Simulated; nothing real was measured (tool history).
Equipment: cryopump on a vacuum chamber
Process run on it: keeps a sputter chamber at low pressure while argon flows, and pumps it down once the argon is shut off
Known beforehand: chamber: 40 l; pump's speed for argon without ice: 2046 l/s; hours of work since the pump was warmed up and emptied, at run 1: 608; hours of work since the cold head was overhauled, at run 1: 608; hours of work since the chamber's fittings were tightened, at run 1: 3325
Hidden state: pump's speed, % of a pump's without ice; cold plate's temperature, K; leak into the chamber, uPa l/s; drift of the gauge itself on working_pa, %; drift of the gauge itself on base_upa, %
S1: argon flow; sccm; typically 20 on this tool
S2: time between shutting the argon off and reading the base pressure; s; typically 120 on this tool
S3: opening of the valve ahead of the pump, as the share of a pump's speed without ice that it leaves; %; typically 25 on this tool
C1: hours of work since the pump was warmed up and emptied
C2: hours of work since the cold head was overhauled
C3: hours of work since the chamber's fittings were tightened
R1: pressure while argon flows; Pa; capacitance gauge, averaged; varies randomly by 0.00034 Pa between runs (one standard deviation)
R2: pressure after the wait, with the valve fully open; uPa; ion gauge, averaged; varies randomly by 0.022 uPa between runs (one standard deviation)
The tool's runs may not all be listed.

| run | hour | S1 | S2 | S3 | C1 | C2 | C3 | R1 | R2 |
|---|---|---|---|---|---|---|---|---|---|
| 1 | 0 | 20 | 120 | 25 | 608 | 608 | 3325 | 0.0701 | 2.55 |
| 2 | 63 | 20 | 120 | 25 | 664 | 664 | 3380 | 0.0705 | 2.6 |
| 3 | 120.9 | 20 | 120 | 25 | 715 | 715 | 3432 | 0.0708 | 2.72 |
|  | 163.2 | pump warmed up, emptied and cooled again |
| 4 | 195.7 | 22 | 120 | 25 | 29 | 777 | 3493 | 0.0736 | 2.29 |
| 5 | 240.6 | 22 | 120 | 25 | 68 | 816 | 3533 | 0.0725 | 2.29 |
| 6 | 318.6 | 20 | 125 | 25 | 137 | 885 | 3602 | 0.0672 | 2.4 |
| 7 | 376.1 | 35 | 125 | 25 | 188 | 936 | 3653 | 0.1179 | 2.43 |
| 8 | 415.1 | 35 | 125 | 25 | 223 | 971 | 3687 | 0.1181 | 2.52 |
|  | 456.5 | leaking fittings of the chamber tightened, without venting |
| 9 | 458.1 | 35 | 125 | 25 | 259 | 1007 | 1 | 0.1176 | 0.52 |
| 10 | 516.9 | 20 | 83 | 32 | 311 | 1059 | 53 | 0.0534 | 0.78 |
| 11 | 592.6 | 20 | 83 | 32 | 378 | 1126 | 120 | 0.0539 | 0.82 |
| 12 | 665 | 33 | 248 | 30 | 442 | 1190 | 184 | 0.0956 | 0.47 |
| 13 | 708.8 | 8 | 46 | 22 | 480 | 1228 | 223 | 0.0313 | 1.32 |
| 14 | 757.3 | 8 | 46 | 23 | 523 | 1271 | 266 | 0.0292 | 1.35 |
| 15 | 834.6 | 32 | 120 | 18 | 592 | 1340 | 334 | 0.1517 | 0.78 |
| 16 | 885 | 32 | 31 | 18 | 636 | 1384 | 379 | 0.1531 | 1.93 |
| 17 | 942.8 | 36 | 26 | 55 | 687 | 1435 | 430 | 0.0619 | 2.19 |

Results per run with the tool's hidden condition removed, run-to-run variation unchanged:
| run | R1 | R2 |
|---|---|---|
| 1 | 0.0662 | 0.5 |
| 2 | 0.0662 | 0.51 |
| 3 | 0.0662 | 0.57 |
| 4 | 0.0732 | 0.55 |
| 5 | 0.0718 | 0.53 |
| 6 | 0.0662 | 0.51 |
| 7 | 0.1158 | 0.52 |
| 8 | 0.1157 | 0.52 |
| 9 | 0.1148 | 0.5 |
| 10 | 0.0515 | 0.73 |
| 11 | 0.0516 | 0.73 |
| 12 | 0.0913 | 0.34 |
| 13 | 0.0302 | 1.15 |
| 14 | 0.028 | 1.15 |
| 15 | 0.1461 | 0.53 |
| 16 | 0.1469 | 1.65 |
| 17 | 0.0543 | 1.88 |
